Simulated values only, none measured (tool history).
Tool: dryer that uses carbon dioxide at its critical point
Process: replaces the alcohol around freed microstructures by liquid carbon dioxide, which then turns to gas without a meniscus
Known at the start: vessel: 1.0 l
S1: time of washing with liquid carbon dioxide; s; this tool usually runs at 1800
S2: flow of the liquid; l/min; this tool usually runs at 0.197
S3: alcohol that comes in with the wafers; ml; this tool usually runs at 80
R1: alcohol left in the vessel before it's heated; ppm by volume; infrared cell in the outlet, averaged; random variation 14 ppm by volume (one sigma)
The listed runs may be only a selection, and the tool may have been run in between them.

run   hour    S1     S2   S3     R1
  1      0  1800  0.197   80   1051
  2    8.3  1980  0.197   80    690
  3   21.3  1980  0.197   80    695
  4   31.3  1800  0.237   80    472
  5   39.7  1800  0.197   80   1072
  6   50.2  1800  0.197   80   1070
  7   63.8  1800  0.236   80    490
  8   79.1  1800  0.236   80    507
  9   95.5  1800  0.236   80    499
 10  114.1  1800  0.236   80    519
 11  132.5  1800  0.197   80   1102
 12  148.7  1800  0.131   80   4384
 13  161.5  1800  0.131   80   4451
 14  172.3  1800  0.131   80   4550
 15    187  2700  0.224   49     62
 16  204.1  1800  0.197   64    930
 17  212.3  2820  0.302   80     30
 18  226.5  2220  0.197   22    151
 19  234.3  2760  0.138   22    240
 20  248.8  2760  0.138   22    249
 21  259.2  1200  0.141  114  14549
 22    269  1200  0.141  114  15039
 23  286.9  1200  0.141  114  14969

Branching from run 23: 3 alternative next runs. What would each branch give?
  A   299  1920  0.134  107   ?
  B   299  2040  0.141   91   ?
  C   299  2160  0.276  114   ?

run    R1
  A  4803
  B  2915
  C   140
Without the tool's unlogged condition, the same runs would have read:
run    R1
  A  3775
  B  2219
  C    65
